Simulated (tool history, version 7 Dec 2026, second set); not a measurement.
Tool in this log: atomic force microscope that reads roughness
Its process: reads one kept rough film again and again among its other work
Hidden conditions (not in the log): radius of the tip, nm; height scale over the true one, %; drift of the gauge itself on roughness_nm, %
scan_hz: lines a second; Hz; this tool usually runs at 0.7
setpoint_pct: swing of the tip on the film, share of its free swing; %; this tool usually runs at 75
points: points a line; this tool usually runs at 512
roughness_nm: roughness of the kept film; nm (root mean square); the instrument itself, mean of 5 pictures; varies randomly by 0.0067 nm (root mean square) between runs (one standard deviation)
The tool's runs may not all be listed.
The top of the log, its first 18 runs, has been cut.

run,day,scan_hz,setpoint_pct,points,pictures with this tip,hours of work since the height scale was calibrated,roughness_nm
19,10.538,0.7,75,512,215,456,1.106
# day 10.617: height scale calibrated on a step standard
20,11.342,0.7,75,512,233,10,1.09
21,12.104,0.7,75,570,251,21,1.084
22,12.571,0.7,75,728,262,27,1.068
23,12.946,0.7,75,728,271,32,1.07
24,13.754,0.7,75,728,291,44,1.055
# day 14.05: height scale calibrated on a step standard, once more
25,14.296,0.7,75,728,302,3,1.057
26,14.788,0.7,75,728,314,10,1.047
27,15.571,0.7,75,728,333,21,1.023
28,16.288,0.7,59,535,350,31,1.032
29,16.683,0.7,59,535,359,37,1.017
# day 16.821: new tip fitted
30,17.525,2.878,84,1006,17,48,1.164
31,18.192,0.7,75,723,32,57,1.317
32,18.875,0.7,68,521,49,67,1.301
33,19.45,0.531,88,654,62,75,1.26
34,20.167,1.754,58,597,79,85,1.264
35,20.517,1.754,58,597,88,90,1.262
36,20.883,2.616,75,690,96,95,1.156
37,21.492,2.616,75,690,111,103,1.156
38,22.079,2.616,55,690,125,112,1.208
39,22.433,2.034,75,512,133,117,1.135
40,22.962,2.034,75,512,146,124,1.127
41,23.783,2.034,57,398,165,135,1.161
42,24.233,2.034,57,398,176,142,1.157

What does the tool deliver on the next run?
43,25.008,2.034,57,477,194,152,?

{"run 43": {"roughness_nm": 1.142}}
With the hidden condition absent and the run-to-run variation left alone, this run would have shown roughness_nm 1.362 nm (root mean square).
